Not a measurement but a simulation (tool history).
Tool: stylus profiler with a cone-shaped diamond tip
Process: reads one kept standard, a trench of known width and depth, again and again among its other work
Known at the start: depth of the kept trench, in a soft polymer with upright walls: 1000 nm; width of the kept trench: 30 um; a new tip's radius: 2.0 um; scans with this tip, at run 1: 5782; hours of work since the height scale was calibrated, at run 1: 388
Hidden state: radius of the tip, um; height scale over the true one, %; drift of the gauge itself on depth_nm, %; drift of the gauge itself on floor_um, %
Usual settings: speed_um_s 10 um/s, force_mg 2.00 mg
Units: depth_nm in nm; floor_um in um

run	hour	speed_um_s	force_mg	scans with this tip	hours of work since the height scale was calibrated	depth_nm	floor_um
1	0.0	10	2.00	5782	388	1010.78	25.71
2	24.9	10	2.00	5930	398	1011.25	25.77
3	48.1	7	2.00	6069	408	1011.15	25.73
4	72.1	7	2.00	6212	417	1010.81	25.72
5	95.5	7	2.00	6352	427	1011.41	25.66
6	113.0	7	2.00	6456	434	1011.21	25.74
7	135.0	7	2.00	6588	443	1011.34	25.69
8	155.2	7	2.00	6708	451	1011.23	25.64
9	176.2	13	2.00	6834	459	1011.09	25.62
10	199.3	13	2.00	6971	468	1011.28	25.58
11	220.8	10	2.20	7100	477	1011.98	25.64
12	245.6	10	1.80	7248	487	1010.56	25.59
13	257.6	10	3.02	7320	492	1014.72	25.59
14	278.2	10	2.01	7442	500	1011.31	25.55
15	294.6	10	0.99	7541	507	1007.71	25.50
16	309.9	10	0.99	7632	513	1007.61	25.55
17	335.1	10	4.54	7783	523	1019.08	25.53
18	347.7	5	4.54	7857	528	1018.94	25.52
19	364.3	3	2.00	7956	535	1011.34	25.46
20	383.9	3	2.00	8074	542	1011.19	25.51
21	407.8	3	2.00	8216	552	1011.01	25.52
22	419.7	3	2.00	8287	557	1011.42	25.57
23	438.8	4	4.19	8402	564	1018.41	25.53
24	460.9	7	1.77	8534	573	1010.84	25.48
25	486.3	2	3.42	8685	583	1016.09	25.49
26	508.5	15	5.49	8817	592	1022.08	25.43
27	533.7	5	3.22	8968	602	1015.35	25.46
28	549.9	5	2.70	9065	609	1014.28	25.45
# hour 551.9: height scale calibrated on a step standard
29	564.4	14	1.41	9149	5	1010.36	25.36
30	588.0	3	4.68	9289	14	1019.98	25.43
31	613.1	3	4.68	9439	25	1020.06	25.37
32	629.5	27	4.21	9537	31	1018.95	25.27
33	641.1	20	0.74	9606	36	1006.77	25.19
34	659.8	20	0.74	9718	43	1006.52	25.22
# hour 683.2: height scale calibrated on a step standard, once more
35	685.4	20	0.74	9868	1	1005.81	25.20
36	700.1	20	0.74	9955	7	1005.80	25.20
37	723.7	4	4.77	10096	16	1019.63	25.32
38	738.3	2	0.91	10184	22	1007.08	25.34
39	762.7	2	0.91	10329	32	1006.60	25.36
40	774.7	20	1.59	10401	37	1009.07	25.18
41	793.1	12	2.99	10511	44	1014.21	25.30
42	817.7	12	2.99	10657	54	1014.40	25.23

3 ways to go on from here, each from the tool as it stands after run 42. What would each give?
A	841.3	5	2.59	10798	63	?	?
B	841.3	36	1.47	10798	63	?	?
C	841.3	7	2.99	10798	63	?	?

run	depth_nm	floor_um
A	1013.05	25.26
B	1008.97	25.08
C	1014.27	25.24
Without the tool's hidden state the same runs would have given:
run	depth_nm	floor_um
A	1012.79	26.51
B	1008.72	26.33
C	1014.01	26.49
